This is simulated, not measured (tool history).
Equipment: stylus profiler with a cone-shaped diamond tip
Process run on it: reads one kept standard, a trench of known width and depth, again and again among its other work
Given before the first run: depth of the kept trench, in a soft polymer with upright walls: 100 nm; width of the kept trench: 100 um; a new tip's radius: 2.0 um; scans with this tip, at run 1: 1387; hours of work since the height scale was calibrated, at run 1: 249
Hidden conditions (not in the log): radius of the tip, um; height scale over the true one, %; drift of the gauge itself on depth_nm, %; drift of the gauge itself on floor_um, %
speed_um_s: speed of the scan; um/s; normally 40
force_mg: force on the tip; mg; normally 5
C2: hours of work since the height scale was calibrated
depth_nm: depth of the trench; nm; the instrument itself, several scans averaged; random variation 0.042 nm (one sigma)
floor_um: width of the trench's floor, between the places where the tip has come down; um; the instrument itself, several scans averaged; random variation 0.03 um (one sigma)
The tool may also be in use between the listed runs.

Run 1, hour 0: usual settings; scans with this tip 1387; C2 249. Result: depth_nm 100.97 nm, floor_um 98.62 um.
Run 2, hour 90.4: usual settings; scans with this tip 1724; C2 310. Result: depth_nm 100.86 nm, floor_um 98.62 um.
Run 3, hour 226.6: usual settings; scans with this tip 2233; C2 401. Result: depth_nm 100.86 nm, floor_um 98.62 um.
Run 4, hour 358.2: usual settings; scans with this tip 2724; C2 489. Result: depth_nm 100.76 nm, floor_um 98.52 um.
Run 5, hour 474.4: usual settings; scans with this tip 3158; C2 567. Result: depth_nm 100.65 nm, floor_um 98.58 um.
Run 6, hour 589.6: usual settings; scans with this tip 3588; C2 644. Result: depth_nm 100.73 nm, floor_um 98.53 um.
Run 7, hour 651.6: usual settings; scans with this tip 3820; C2 686. Result: depth_nm 100.76 nm, floor_um 98.54 um.
Run 8, hour 716.7: usual settings; scans with this tip 4063; C2 730. Result: depth_nm 100.71 nm, floor_um 98.46 um.
Run 9, hour 853.1: usual settings but speed_um_s 124 um/s; scans with this tip 4572; C2 821. Result: depth_nm 100.61 nm, floor_um 98.41 um.
Run 10, hour 979.7: usual settings; scans with this tip 5045; C2 906. Result: depth_nm 100.53 nm, floor_um 98.48 um.
Run 11, hour 1083: usual settings; scans with this tip 5431; C2 975. Result: depth_nm 100.53 nm, floor_um 98.46 um.
Run 12, hour 1141.1: usual settings but force_mg 3.9 mg; scans with this tip 5648; C2 1014. Result: depth_nm 100.39 nm, floor_um 98.43 um.
Run 13, hour 1239.4: usual settings; scans with this tip 6015; C2 1080. Result: depth_nm 100.54 nm, floor_um 98.46 um.
Run 14, hour 1296.6: usual settings; scans with this tip 6228; C2 1118. Result: depth_nm 100.47 nm, floor_um 98.45 um.
Run 15, hour 1367.7: usual settings; scans with this tip 6494; C2 1166. Result: depth_nm 100.52 nm, floor_um 98.42 um.
Run 16, hour 1441.9: usual settings but speed_um_s 62 um/s; scans with this tip 6771; C2 1216. Result: depth_nm 100.49 nm, floor_um 98.39 um.
Run 17, hour 1536.5: usual settings but speed_um_s 62 um/s; scans with this tip 7124; C2 1279. Result: depth_nm 100.4 nm, floor_um 98.35 um.
At hour 1669.6: height scale calibrated on a step standard.
Run 18, hour 1669.6: usual settings; scans with this tip 7619; C2 0. Result: depth_nm 100.95 nm, floor_um 98.43 um.
Run 19, hour 1808.4: usual settings but speed_um_s 14 um/s; scans with this tip 8137; C2 93. Result: depth_nm 100.84 nm, floor_um 98.52 um.
Run 20, hour 1916.4: usual settings but speed_um_s 14 um/s; scans with this tip 8541; C2 166. Result: depth_nm 100.83 nm, floor_um 98.33 um.
Run 21, hour 2054.1: usual settings but speed_um_s 14 um/s; scans with this tip 9055; C2 258. Result: depth_nm 100.78 nm, floor_um 98.39 um.
Run 22, hour 2176.9: usual settings; scans with this tip 9513; C2 340. Result: depth_nm 100.8 nm, floor_um 98.37 um.
Run 23, hour 2263.8: usual settings; scans with this tip 9838; C2 398. Result: depth_nm 100.74 nm, floor_um 98.31 um.
Run 24, hour 2332.1: usual settings; scans with this tip 10093; C2 444. Result: depth_nm 100.82 nm, floor_um 98.36 um.
Run 25, hour 2471.8: usual settings but speed_um_s 26 um/s, force_mg 13.8 mg; scans with this tip 10615; C2 538. Result: depth_nm 101.69 nm, floor_um 98.34 um.
Run 26, hour 2577.9: usual settings but speed_um_s 26 um/s, force_mg 13.8 mg; scans with this tip 11011; C2 609. Result: depth_nm 101.69 nm, floor_um 98.36 um.
Run 27, hour 2700.2: usual settings but speed_um_s 26 um/s, force_mg 13.8 mg; scans with this tip 11467; C2 691. Result: depth_nm 101.67 nm, floor_um 98.3 um.
Run 28, hour 2789.5: usual settings but speed_um_s 26 um/s, force_mg 13.8 mg; scans with this tip 11801; C2 751. Result: depth_nm 101.53 nm, floor_um 98.31 um.
At hour 2810.6: new tip fitted, height scale calibrated.
Run 29, hour 2896.2: usual settings but speed_um_s 25 um/s, force_mg 2.97 mg; scans with this tip 320; C2 57. Result: depth_nm 100.6 nm, floor_um 98.62 um.
Run 30, hour 2998.5: usual settings but speed_um_s 96 um/s, force_mg 7.22 mg; scans with this tip 702; C2 126. Result: depth_nm 101.2 nm, floor_um 98.56 um.
Run 31, hour 3083.5: usual settings but force_mg 2.96 mg; scans with this tip 1019; C2 183. Result: depth_nm 100.54 nm, floor_um 98.6 um.
Run 32, hour 3156.4: usual settings but speed_um_s 44 um/s, force_mg 2.5 mg; scans with this tip 1291; C2 232. Result: depth_nm 100.46 nm, floor_um 98.62 um.
Run 33, hour 3257: usual settings but speed_um_s 44 um/s, force_mg 2.5 mg; scans with this tip 1667; C2 299. Result: depth_nm 100.36 nm, floor_um 98.55 um.
Run 34, hour 3342.5: usual settings but speed_um_s 14 um/s, force_mg 4.69 mg; scans with this tip 1986; C2 357. Result: depth_nm 100.74 nm, floor_um 98.68 um.
Run 35, hour 3432.9: usual settings but speed_um_s 14 um/s, force_mg 4.69 mg; scans with this tip 2324; C2 417. Result: depth_nm 100.65 nm, floor_um 98.65 um.
Run 36, hour 3542.9: usual settings but speed_um_s 16 um/s, force_mg 3.73 mg; scans with this tip 2734; C2 491. Result: depth_nm 100.61 nm, floor_um 98.6 um.
Run 37, hour 3661.7: usual settings but speed_um_s 54 um/s, force_mg 1.72 mg; scans with this tip 3178; C2 571. Result: depth_nm 100.14 nm, floor_um 98.5 um.
Run 38, hour 3783.4: usual settings but speed_um_s 65 um/s, force_mg 5.53 mg; scans with this tip 3632; C2 652. Result: depth_nm 100.71 nm, floor_um 98.55 um.
Run 39, hour 3857.1: usual settings but speed_um_s 65 um/s, force_mg 5.53 mg; scans with this tip 3908; C2 702. Result: depth_nm 100.68 nm, floor_um 98.49 um.
Run 40, hour 3953.5: usual settings but speed_um_s 65 um/s, force_mg 5.53 mg; scans with this tip 4268; C2 766. Result: depth_nm 100.7 nm, floor_um 98.47 um.
Run 41, hour 4057.4: usual settings but force_mg 6.41 mg; scans with this tip 4656; C2 836. Result: depth_nm 100.72 nm, floor_um 98.5 um.
Run 42, hour 4173: usual settings but speed_um_s 27 um/s; scans with this tip 5087; C2 913. Result: depth_nm 100.64 nm, floor_um 98.5 um.
Run 43, hour 4291.2: usual settings but speed_um_s 117 um/s, force_mg 2.54 mg; scans with this tip 5529; C2 993. Result: depth_nm 100.21 nm, floor_um 98.24 um.
Run 44, hour 4383.2: usual settings but force_mg 2.3 mg; scans with this tip 5872; C2 1054. Result: depth_nm 100.06 nm, floor_um 98.43 um.
Run 45, hour 4484.7: usual settings but speed_um_s 32 um/s, force_mg 2.42 mg; scans with this tip 6251; C2 1122. Result: depth_nm 100.07 nm, floor_um 98.46 um.

The same runs without the tool's hidden state, with the same run-to-run variation:
run  depth_nm  floor_um
  1    101.08      98.7
  2       101      98.7
  3    101.04     98.72
  4    100.97     98.64
  5     100.9     98.72
  6       101     98.68
  7    101.06      98.7
  8    101.02     98.63
  9    100.96     98.59
 10    100.92     98.68
 11    100.94     98.67
 12    100.82     98.65
 13    101.01      98.7
 14    100.95     98.69
 15    101.02     98.68
 16    101.01     98.66
 17    100.95     98.62
 18    100.94     98.71
 19    100.88     98.83
 20    100.89     98.64
 21    100.89     98.72
 22    100.95     98.72
 23     100.9     98.66
 24    101.01     98.72
 25    101.92     98.72
 26    101.96     98.75
 27    101.96      98.7
 28    101.85     98.73
 29    100.65     98.63
 30    101.29     98.58
 31    100.65     98.64
 32    100.59     98.67
 33    100.52     98.61
 34    100.92     98.75
 35    100.86     98.73
 36    100.85      98.7
 37    100.41     98.61
 38    101.02     98.68
 39    101.01     98.63
 40    101.05     98.63
 41     101.1     98.67
 42    101.05     98.68
 43    100.66     98.44
 44    100.54     98.65
 45    100.58     98.68

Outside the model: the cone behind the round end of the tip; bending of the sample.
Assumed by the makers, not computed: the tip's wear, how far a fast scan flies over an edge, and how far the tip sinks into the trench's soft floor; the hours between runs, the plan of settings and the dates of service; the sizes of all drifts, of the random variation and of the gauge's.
